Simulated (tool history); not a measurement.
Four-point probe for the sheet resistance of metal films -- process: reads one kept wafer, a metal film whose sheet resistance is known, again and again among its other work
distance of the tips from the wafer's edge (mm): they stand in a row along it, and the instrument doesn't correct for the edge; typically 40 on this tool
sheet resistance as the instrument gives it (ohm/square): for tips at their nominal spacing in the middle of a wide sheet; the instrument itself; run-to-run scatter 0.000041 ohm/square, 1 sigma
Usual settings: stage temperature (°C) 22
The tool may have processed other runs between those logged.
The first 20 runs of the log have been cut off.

run    hour  stage temperature (°C)  distance of the tips from the wafer's edge (mm)  sheet resistance as the instrument gives it (ohm/square)
 21  2000.8                      26                                               49                                                  0.206904
 22  2099.3                      26                                               13                                                  0.207219
 23  2209.4                      28                                                5                                                  0.208504
 24    2314                      28                                               58                                                  0.206794
 25  2434.7                      24                                                7                                                  0.208311
 26  2519.8                      23                                               13                                                  0.207825
 27  2585.2                      23                                               13                                                  0.207891
 28  2723.6                      26                                               11                                                  0.207481
 29  2824.8                      28                                               11                                                  0.207288
 30  2907.4                      28                                               11                                                   0.20739
 31  3005.6                      20                                                7                                                  0.209092
 32  3096.5                      20                                                7                                                  0.209106
 33  3219.5                      25                                               59                                                  0.207496
 34  3324.3                      26                                               40                                                  0.207429
 35  3386.9                      22                                                7                                                  0.208951
 36  3446.3                      22                                               11                                                  0.208408
 37    3563                      32                                               48                                                   0.20668
 38  3622.4                      31                                               14                                                  0.207086

5 ways to go on from here, each from the tool as it stands after run 38. What would each give?
  A  3725.8                      34                                               14                                                         ?
  B  3725.8                      19                                                5                                                         ?
  C  3725.8                      29                                                6                                                         ?
  D  3725.8                      26                                               18                                                         ?
  E  3725.8                      26                                               26                                                         ?

run  sheet resistance as the instrument gives it (ohm/square)
  A                                                  0.206666
  B                                                  0.210333
  C                                                  0.208405
  D                                                  0.207676
  E                                                  0.207616
Without the tool's unlogged condition, the same runs would have read:
run  sheet resistance as the instrument gives it (ohm/square)
  A                                                  0.204508
  B                                                  0.208119
  C                                                  0.206224
  D                                                  0.205498
  E                                                  0.205439
